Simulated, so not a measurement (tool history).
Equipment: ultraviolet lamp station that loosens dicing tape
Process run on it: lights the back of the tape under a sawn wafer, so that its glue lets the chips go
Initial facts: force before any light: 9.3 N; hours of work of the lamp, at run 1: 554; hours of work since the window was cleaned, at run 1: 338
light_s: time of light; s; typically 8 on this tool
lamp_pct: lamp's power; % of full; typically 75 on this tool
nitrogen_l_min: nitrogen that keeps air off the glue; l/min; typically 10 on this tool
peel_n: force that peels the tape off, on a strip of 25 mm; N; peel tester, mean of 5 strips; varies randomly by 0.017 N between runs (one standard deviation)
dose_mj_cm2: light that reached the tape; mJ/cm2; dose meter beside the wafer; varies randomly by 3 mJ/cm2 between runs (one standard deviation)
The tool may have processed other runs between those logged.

run,hour,light_s,lamp_pct,nitrogen_l_min,hours of work of the lamp,hours of work since the window was cleaned,peel_n,dose_mj_cm2
1,0.0,8,75,10,554,338,1.077,380
2,29.6,8,75,10,576,360,1.100,378
# hour 46.8: window cleaned of glue's vapour
3,66.6,8,75,11,603,15,1.078,368
4,99.5,8,75,10,627,39,1.171,362
# hour 119.4: window cleaned of glue's vapour, once more
5,138.7,8,91,10,656,14,0.734,460
6,176.6,8,91,10,683,42,0.755,457
7,210.8,8,75,10,709,67,1.135,377
8,248.7,8,75,10,737,95,1.195,372
9,285.5,8,75,10,764,122,1.211,370
10,305.8,8,83,10,778,137,0.972,402
11,324.0,8,84,10,792,151,0.970,415
12,350.2,8,84,10,811,170,0.983,403
13,387.1,13,75,10,838,197,0.427,586
14,408.4,13,75,10,854,213,0.432,579
15,439.0,13,75,10,877,235,0.427,574
16,469.3,8,93,4,899,257,1.754,438
17,500.3,8,65,10,922,280,1.633,306
18,536.4,5,72,15,948,307,2.315,202
19,570.3,7,72,10,973,332,1.746,285
20,609.4,7,72,10,1002,360,1.775,287
# hour 625.2: window cleaned of glue's vapour
21,645.4,7,72,10,1028,15,1.618,299
22,667.8,7,72,10,1044,31,1.691,295
23,690.0,6,72,10,1061,48,2.211,251
24,712.9,6,72,10,1078,65,2.178,252
25,733.4,5,72,10,1093,80,2.798,211
26,771.5,6,62,8,1121,108,2.990,208
27,810.1,6,62,8,1149,136,3.003,210
28,832.1,6,62,8,1165,152,3.074,208

Branching from run 28: 3 alternative next runs. What would each branch give?
A,868.2,8,75,6,1192,179,?,?
B,868.2,12,72,10,1192,179,?,?
C,868.2,6,61,8,1192,179,?,?

run,peel_n,dose_mj_cm2
A,2.027,339
B,0.651,482
C,3.117,207
Without the tool's unlogged condition, the same runs would have read:
run,peel_n,dose_mj_cm2
A,1.280,445
B,0.352,634
C,2.233,271
